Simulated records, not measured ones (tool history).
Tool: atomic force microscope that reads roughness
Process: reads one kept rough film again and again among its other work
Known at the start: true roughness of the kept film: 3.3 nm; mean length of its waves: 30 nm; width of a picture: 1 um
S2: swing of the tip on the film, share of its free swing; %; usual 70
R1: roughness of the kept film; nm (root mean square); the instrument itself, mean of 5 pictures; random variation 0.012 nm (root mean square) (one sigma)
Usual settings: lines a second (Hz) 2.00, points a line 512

{"run": 1, "hour": 0.0, "lines a second (Hz)": 2.0, "S2": 70, "points a line": 512, "R1": 2.423}
{"hour": 24.1, "done": "new tip fitted"}
{"run": 2, "hour": 39.9, "lines a second (Hz)": 2.0, "S2": 70, "points a line": 512, "R1": 2.667}
{"run": 3, "hour": 87.3, "lines a second (Hz)": 2.0, "S2": 70, "points a line": 512, "R1": 2.608}
{"run": 4, "hour": 139.5, "lines a second (Hz)": 2.0, "S2": 70, "points a line": 512, "R1": 2.526}
{"run": 5, "hour": 166.9, "lines a second (Hz)": 2.0, "S2": 70, "points a line": 512, "R1": 2.492}
{"run": 6, "hour": 189.1, "lines a second (Hz)": 2.0, "S2": 70, "points a line": 512, "R1": 2.457}
{"hour": 217.9, "done": "new tip fitted"}
{"run": 7, "hour": 232.7, "lines a second (Hz)": 2.0, "S2": 70, "points a line": 512, "R1": 2.691}
{"run": 8, "hour": 259.4, "lines a second (Hz)": 2.0, "S2": 70, "points a line": 512, "R1": 2.631}
{"run": 9, "hour": 313.4, "lines a second (Hz)": 2.0, "S2": 70, "points a line": 512, "R1": 2.543}
{"run": 10, "hour": 344.6, "lines a second (Hz)": 2.0, "S2": 70, "points a line": 384, "R1": 2.509}
{"run": 11, "hour": 378.9, "lines a second (Hz)": 2.0, "S2": 70, "points a line": 384, "R1": 2.459}
{"run": 12, "hour": 401.7, "lines a second (Hz)": 2.0, "S2": 70, "points a line": 384, "R1": 2.402}
{"hour": 412.8, "done": "new tip fitted"}
{"run": 13, "hour": 445.9, "lines a second (Hz)": 2.0, "S2": 70, "points a line": 384, "R1": 2.644}
{"run": 14, "hour": 473.8, "lines a second (Hz)": 2.0, "S2": 70, "points a line": 512, "R1": 2.591}
{"run": 15, "hour": 508.2, "lines a second (Hz)": 2.0, "S2": 70, "points a line": 512, "R1": 2.563}
{"run": 16, "hour": 562.0, "lines a second (Hz)": 2.0, "S2": 84, "points a line": 512, "R1": 2.182}
{"run": 17, "hour": 603.4, "lines a second (Hz)": 1.6, "S2": 84, "points a line": 512, "R1": 2.25}
{"hour": 608.7, "done": "new tip fitted"}
{"run": 18, "hour": 627.9, "lines a second (Hz)": 2.0, "S2": 70, "points a line": 512, "R1": 2.65}
{"run": 19, "hour": 650.1, "lines a second (Hz)": 2.0, "S2": 70, "points a line": 512, "R1": 2.614}
{"run": 20, "hour": 685.9, "lines a second (Hz)": 2.0, "S2": 70, "points a line": 512, "R1": 2.558}
{"run": 21, "hour": 739.2, "lines a second (Hz)": 2.0, "S2": 70, "points a line": 512, "R1": 2.503}
{"run": 22, "hour": 780.3, "lines a second (Hz)": 1.76, "S2": 73, "points a line": 364, "R1": 2.423}
{"hour": 803.3, "done": "new tip fitted"}
{"run": 23, "hour": 821.3, "lines a second (Hz)": 0.55, "S2": 80, "points a line": 559, "R1": 2.808}
{"run": 24, "hour": 864.5, "lines a second (Hz)": 0.55, "S2": 80, "points a line": 559, "R1": 2.753}
{"run": 25, "hour": 890.5, "lines a second (Hz)": 0.92, "S2": 70, "points a line": 940, "R1": 2.722}
{"run": 26, "hour": 932.6, "lines a second (Hz)": 0.68, "S2": 70, "points a line": 289, "R1": 2.67}
{"run": 27, "hour": 957.9, "lines a second (Hz)": 0.68, "S2": 70, "points a line": 289, "R1": 2.639}
{"hour": 1001.0, "done": "new tip fitted"}
{"run": 28, "hour": 1003.2, "lines a second (Hz)": 0.68, "S2": 70, "points a line": 289, "R1": 2.892}
{"run": 29, "hour": 1053.2, "lines a second (Hz)": 0.68, "S2": 70, "points a line": 289, "R1": 2.769}
{"run": 30, "hour": 1085.8, "lines a second (Hz)": 1.75, "S2": 70, "points a line": 289, "R1": 2.574}
{"run": 31, "hour": 1109.4, "lines a second (Hz)": 1.75, "S2": 70, "points a line": 289, "R1": 2.505}
{"run": 32, "hour": 1162.1, "lines a second (Hz)": 1.75, "S2": 70, "points a line": 289, "R1": 2.438}
{"hour": 1195.8, "done": "new tip fitted"}
{"run": 33, "hour": 1206.5, "lines a second (Hz)": 1.75, "S2": 70, "points a line": 289, "R1": 2.655}
{"run": 34, "hour": 1254.9, "lines a second (Hz)": 1.75, "S2": 70, "points a line": 289, "R1": 2.594}
{"run": 35, "hour": 1298.9, "lines a second (Hz)": 1.18, "S2": 73, "points a line": 512, "R1": 2.621}
{"run": 36, "hour": 1322.8, "lines a second (Hz)": 1.18, "S2": 73, "points a line": 512, "R1": 2.559}
{"run": 37, "hour": 1346.7, "lines a second (Hz)": 1.18, "S2": 73, "points a line": 512, "R1": 2.548}
{"run": 38, "hour": 1373.1, "lines a second (Hz)": 0.52, "S2": 68, "points a line": 302, "R1": 2.648}
{"hour": 1390.9, "done": "new tip fitted"}
{"run": 39, "hour": 1420.1, "lines a second (Hz)": 2.86, "S2": 87, "points a line": 563, "R1": 2.041}
{"run": 40, "hour": 1448.6, "lines a second (Hz)": 2.86, "S2": 87, "points a line": 563, "R1": 2.007}
{"run": 41, "hour": 1496.0, "lines a second (Hz)": 3.53, "S2": 87, "points a line": 314, "R1": 1.816}
{"run": 42, "hour": 1537.1, "lines a second (Hz)": 0.59, "S2": 61, "points a line": 388, "R1": 2.713}

3 ways to go on from here, each from the tool as it stands after run 42. What would each give?
{"hour": 1585.7, "done": "new tip fitted"}
{"run": "A", "hour": 1590.1, "lines a second (Hz)": 2.0, "S2": 79, "points a line": 526, "R1": "?"}
{"hour": 1585.7, "done": "new tip fitted"}
{"run": "B", "hour": 1590.1, "lines a second (Hz)": 3.86, "S2": 71, "points a line": 974, "R1": "?"}
{"hour": 1585.7, "done": "new tip fitted"}
{"run": "C", "hour": 1590.1, "lines a second (Hz)": 2.75, "S2": 86, "points a line": 512, "R1": "?"}

run=A R1=2.476
run=B R1=2.383
run=C R1=2.129
Without the tool's hidden state the same runs would have given:
run=A R1=2.527
run=B R1=2.432
run=C R1=2.173
